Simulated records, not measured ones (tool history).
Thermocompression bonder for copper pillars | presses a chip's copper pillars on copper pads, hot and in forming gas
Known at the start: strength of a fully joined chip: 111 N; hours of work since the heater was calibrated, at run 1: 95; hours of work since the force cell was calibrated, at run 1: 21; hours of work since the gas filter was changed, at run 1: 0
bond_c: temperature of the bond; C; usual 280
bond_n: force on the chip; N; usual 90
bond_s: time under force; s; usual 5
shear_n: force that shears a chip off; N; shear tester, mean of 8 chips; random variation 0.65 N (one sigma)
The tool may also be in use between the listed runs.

| run | hour | bond_c | bond_n | bond_s | hours of work since the heater was calibrated | hours of work since the force cell was calibrated | hours of work since the gas filter was changed | shear_n |
|---|---|---|---|---|---|---|---|---|
| 1 | 0 | 280 | 90 | 5 | 95 | 21 | 0 | 52 |
| 2 | 34.7 | 280 | 90 | 5 | 116 | 42 | 21 | 53.2 |
| 3 | 63.5 | 280 | 90 | 5 | 133 | 59 | 38 | 52 |
| 4 | 108.2 | 280 | 90 | 5 | 159 | 86 | 65 | 50.9 |
| 5 | 132.8 | 280 | 90 | 5 | 174 | 100 | 79 | 49.8 |
| 6 | 170.5 | 283 | 90 | 5 | 197 | 123 | 102 | 53 |
|  | 199.1 | forming gas filter changed |
| 7 | 212.5 | 283 | 90 | 5 | 221 | 147 | 8 | 55.4 |
| 8 | 244.6 | 283 | 90 | 5 | 241 | 167 | 27 | 54.9 |
| 9 | 285.4 | 283 | 90 | 5 | 265 | 191 | 51 | 53.6 |
| 10 | 312.9 | 283 | 90 | 5 | 281 | 207 | 68 | 54.1 |
| 11 | 340.2 | 283 | 90 | 5 | 298 | 224 | 84 | 53.7 |
| 12 | 378.1 | 283 | 90 | 5 | 320 | 246 | 107 | 52 |
|  | 398.1 | forming gas filter changed |
| 13 | 421 | 274 | 90 | 5 | 346 | 272 | 14 | 50.7 |
| 14 | 439.8 | 274 | 90 | 5 | 357 | 283 | 25 | 50.4 |
| 15 | 474.5 | 276 | 90 | 12 | 377 | 304 | 46 | 67.9 |
| 16 | 508.4 | 285 | 90 | 9 | 398 | 324 | 66 | 68.2 |
| 17 | 537.5 | 285 | 90 | 9 | 415 | 341 | 83 | 67.2 |
| 18 | 577.4 | 285 | 90 | 9 | 439 | 365 | 107 | 65.2 |
|  | 598.4 | forming gas filter changed |
| 19 | 616 | 263 | 87 | 9 | 462 | 388 | 11 | 51.9 |
| 20 | 656.7 | 263 | 107 | 3 | 486 | 412 | 35 | 38.4 |
| 21 | 683.7 | 271 | 69 | 5 | 502 | 428 | 51 | 40.8 |
| 22 | 719.2 | 271 | 69 | 5 | 523 | 449 | 72 | 41.2 |
| 23 | 747.7 | 271 | 69 | 5 | 540 | 466 | 89 | 40.3 |

The next listed run, before its measurement:
| 24 | 786.7 | 271 | 69 | 5 | 564 | 490 | 112 | ? |

shear_n: 40.5 N
Without the tool's hidden state the same run would have given shear_n 40.9 N.

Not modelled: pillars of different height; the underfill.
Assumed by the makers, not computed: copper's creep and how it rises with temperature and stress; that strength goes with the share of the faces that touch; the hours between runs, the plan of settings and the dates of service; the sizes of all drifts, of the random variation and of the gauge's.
